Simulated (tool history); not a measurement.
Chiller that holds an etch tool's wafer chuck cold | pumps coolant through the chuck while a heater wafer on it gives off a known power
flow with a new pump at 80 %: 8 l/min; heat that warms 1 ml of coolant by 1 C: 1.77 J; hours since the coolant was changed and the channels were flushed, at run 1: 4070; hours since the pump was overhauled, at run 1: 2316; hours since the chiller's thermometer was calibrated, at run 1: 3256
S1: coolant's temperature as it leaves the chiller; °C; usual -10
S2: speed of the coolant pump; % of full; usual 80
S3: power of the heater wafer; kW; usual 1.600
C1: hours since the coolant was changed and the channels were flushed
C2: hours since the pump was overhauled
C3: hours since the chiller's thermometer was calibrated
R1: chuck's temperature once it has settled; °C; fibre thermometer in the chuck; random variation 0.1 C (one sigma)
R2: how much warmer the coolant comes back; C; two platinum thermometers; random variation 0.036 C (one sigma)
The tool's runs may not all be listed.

{"run": 1, "hour": 0.0, "S1": -10, "S2": 80, "S3": 1.6, "C1": 4070, "C2": 2316, "C3": 3256, "R1": 10.5, "R2": 6.76}
{"run": 2, "hour": 89.2, "S1": -10, "S2": 80, "S3": 1.6, "C1": 4159, "C2": 2405, "C3": 3345, "R1": 10.7, "R2": 6.8}
{"run": 3, "hour": 133.1, "S1": -10, "S2": 80, "S3": 1.6, "C1": 4203, "C2": 2449, "C3": 3389, "R1": 10.5, "R2": 6.83}
{"run": 4, "hour": 181.5, "S1": -10, "S2": 80, "S3": 1.6, "C1": 4251, "C2": 2498, "C3": 3438, "R1": 10.4, "R2": 6.72}
{"run": 5, "hour": 259.4, "S1": -4, "S2": 80, "S3": 1.6, "C1": 4329, "C2": 2576, "C3": 3516, "R1": 16.6, "R2": 6.8}
{"run": 6, "hour": 310.1, "S1": -4, "S2": 80, "S3": 1.6, "C1": 4380, "C2": 2626, "C3": 3566, "R1": 16.6, "R2": 6.8}
{"run": 7, "hour": 373.6, "S1": -4, "S2": 80, "S3": 1.6, "C1": 4443, "C2": 2690, "C3": 3630, "R1": 16.4, "R2": 6.81}
{"run": 8, "hour": 459.3, "S1": -10, "S2": 80, "S3": 0.994, "C1": 4529, "C2": 2776, "C3": 3715, "R1": 3.0, "R2": 4.25}
{"run": 9, "hour": 558.2, "S1": -19, "S2": 75, "S3": 1.287, "C1": 4628, "C2": 2874, "C3": 3814, "R1": -1.5, "R2": 5.82}
{"run": 10, "hour": 624.8, "S1": -19, "S2": 75, "S3": 1.287, "C1": 4694, "C2": 2941, "C3": 3881, "R1": -1.5, "R2": 5.81}
{"run": 11, "hour": 706.2, "S1": -10, "S2": 80, "S3": 1.618, "C1": 4776, "C2": 3022, "C3": 3962, "R1": 10.7, "R2": 6.89}
{"run": 12, "hour": 798.7, "S1": -18, "S2": 80, "S3": 0.827, "C1": 4868, "C2": 3115, "C3": 4055, "R1": -7.3, "R2": 3.54}
{"run": 13, "hour": 857.7, "S1": -9, "S2": 77, "S3": 1.075, "C1": 4927, "C2": 3174, "C3": 4114, "R1": 5.4, "R2": 4.67}
{"run": 14, "hour": 913.1, "S1": -10, "S2": 80, "S3": 2.183, "C1": 4983, "C2": 3229, "C3": 4169, "R1": 18.2, "R2": 9.26}
{"run": 15, "hour": 955.0, "S1": -6, "S2": 67, "S3": 1.6, "C1": 5025, "C2": 3271, "C3": 4211, "R1": 17.8, "R2": 8.04}
{"run": 16, "hour": 1027.9, "S1": -6, "S2": 67, "S3": 1.6, "C1": 5097, "C2": 3344, "C3": 4284, "R1": 17.6, "R2": 8.03}

3 ways to go on from here, each from the tool as it stands after run 16. What would each give?
{"hour": 1062.9, "done": "coolant changed, channels flushed"}
{"run": "A", "hour": 1101.6, "S1": -6, "S2": 63, "S3": 2.192, "C1": 39, "C2": 3412, "C3": 4352, "R1": "?", "R2": "?"}
{"hour": 1062.9, "done": "coolant changed, channels flushed"}
{"run": "B", "hour": 1101.6, "S1": 0, "S2": 79, "S3": 1.313, "C1": 39, "C2": 3412, "C3": 4352, "R1": "?", "R2": "?"}
{"hour": 1062.9, "done": "coolant changed, channels flushed"}
{"run": "C", "hour": 1101.6, "S1": -5, "S2": 65, "S3": 2.363, "C1": 39, "C2": 3412, "C3": 4352, "R1": "?", "R2": "?"}

run=A R1=28.3 R2=11.75
run=B R1=17.1 R2=5.63
run=C R1=30.9 R2=12.31
Without the tool's hidden state the same runs would have given:
run=A R1=28.2 R2=11.75
run=B R1=17.1 R2=5.63
run=C R1=30.9 R2=12.30

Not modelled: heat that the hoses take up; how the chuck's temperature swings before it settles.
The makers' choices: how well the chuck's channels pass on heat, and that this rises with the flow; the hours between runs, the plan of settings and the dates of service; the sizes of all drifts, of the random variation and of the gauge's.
